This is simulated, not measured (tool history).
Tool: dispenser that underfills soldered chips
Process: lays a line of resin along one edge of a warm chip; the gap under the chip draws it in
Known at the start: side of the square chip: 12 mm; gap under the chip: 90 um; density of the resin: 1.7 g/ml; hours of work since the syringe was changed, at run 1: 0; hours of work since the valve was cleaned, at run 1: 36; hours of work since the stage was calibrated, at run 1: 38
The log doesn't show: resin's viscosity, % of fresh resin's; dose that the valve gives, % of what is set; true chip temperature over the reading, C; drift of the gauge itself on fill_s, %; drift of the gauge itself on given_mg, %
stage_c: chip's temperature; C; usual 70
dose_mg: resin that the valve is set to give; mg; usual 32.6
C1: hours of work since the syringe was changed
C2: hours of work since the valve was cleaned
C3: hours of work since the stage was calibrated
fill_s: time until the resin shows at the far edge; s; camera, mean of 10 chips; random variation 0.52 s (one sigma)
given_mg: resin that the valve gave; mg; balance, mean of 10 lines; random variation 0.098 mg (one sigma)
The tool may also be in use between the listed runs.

run 1 day=0.000 | stage_c=70 dose_mg=32.6 | C1=0 C2=36 C3=38 | fill_s=46.0 given_mg=31.68
run 2 day=0.275 | stage_c=70 dose_mg=33.1 | C1=4 C2=40 C3=43 | fill_s=57.0 given_mg=32.06
run 3 day=0.542 | stage_c=70 dose_mg=32.6 | C1=8 C2=44 C3=47 | fill_s=74.2 given_mg=31.56
-- day=0.596 new syringe of resin
run 4 day=0.950 | stage_c=70 dose_mg=36.1 | C1=5 C2=50 C3=53 | fill_s=60.2 given_mg=34.89
-- day=1.217 new syringe of resin
run 5 day=1.267 | stage_c=70 dose_mg=36.1 | C1=1 C2=55 C3=57 | fill_s=45.0 given_mg=34.64
run 6 day=1.671 | stage_c=70 dose_mg=36.1 | C1=7 C2=61 C3=63 | fill_s=67.7 given_mg=34.58
-- day=1.842 new syringe of resin
run 7 day=1.938 | stage_c=70 dose_mg=36.1 | C1=1 C2=65 C3=67 | fill_s=46.8 given_mg=34.53
run 8 day=2.146 | stage_c=70 dose_mg=36.1 | C1=5 C2=68 C3=70 | fill_s=58.3 given_mg=34.46
-- day=2.471 new syringe of resin
run 9 day=2.612 | stage_c=70 dose_mg=36.1 | C1=2 C2=75 C3=77 | fill_s=49.4 given_mg=34.26
run 10 day=2.921 | stage_c=72 dose_mg=41.3 | C1=7 C2=80 C3=82 | fill_s=58.6 given_mg=39.07
-- day=3.071 new syringe of resin
run 11 day=3.396 | stage_c=75 dose_mg=32.3 | C1=5 C2=87 C3=89 | fill_s=48.9 given_mg=30.43
-- day=3.671 new syringe of resin
run 12 day=3.671 | stage_c=82 dose_mg=39.1 | C1=0 C2=90 C3=93 | fill_s=26.5 given_mg=36.86
run 13 day=4.038 | stage_c=72 dose_mg=35.8 | C1=6 C2=96 C3=98 | fill_s=55.3 given_mg=33.64
-- day=4.283 new syringe of resin
run 14 day=4.504 | stage_c=72 dose_mg=35.8 | C1=3 C2=103 C3=105 | fill_s=49.4 given_mg=33.50
run 15 day=4.738 | stage_c=72 dose_mg=35.8 | C1=7 C2=106 C3=109 | fill_s=60.9 given_mg=33.49
-- day=4.900 new syringe of resin
run 16 day=4.954 | stage_c=71 dose_mg=34.4 | C1=1 C2=109 C3=112 | fill_s=43.5 given_mg=32.25
-- day=5.192 dispensing valve cleaned and set on the balance
run 17 day=5.400 | stage_c=60 dose_mg=32.7 | C1=7 C2=3 C3=118 | fill_s=100.2 given_mg=32.63

5 ways to go on from here, each from the tool as it stands after run 17. What would each give?
-- day=5.554 new syringe of resin
run A day=5.821 | stage_c=78 dose_mg=30.6 | C1=4 C2=9 C3=124 | fill_s=? given_mg=?
-- day=5.554 new syringe of resin
run B day=5.821 | stage_c=84 dose_mg=39.4 | C1=4 C2=9 C3=124 | fill_s=? given_mg=?
-- day=5.554 new syringe of resin
run C day=5.821 | stage_c=79 dose_mg=32.8 | C1=4 C2=9 C3=124 | fill_s=? given_mg=?
-- day=5.554 new syringe of resin
run D day=5.821 | stage_c=64 dose_mg=36.6 | C1=4 C2=9 C3=124 | fill_s=? given_mg=?
-- day=5.554 new syringe of resin
run E day=5.821 | stage_c=63 dose_mg=41.9 | C1=4 C2=9 C3=124 | fill_s=? given_mg=?

run=A fill_s=41.2 given_mg=30.35
run=B fill_s=31.0 given_mg=39.18
run=C fill_s=38.3 given_mg=32.66
run=D fill_s=70.8 given_mg=36.57
run=E fill_s=74.6 given_mg=41.87
Without the tool's hidden state the same runs would have given:
run=A fill_s=31.3 given_mg=30.43
run=B fill_s=23.4 given_mg=39.29
run=C fill_s=28.8 given_mg=32.75
run=D fill_s=53.4 given_mg=36.67
run=E fill_s=56.3 given_mg=41.99
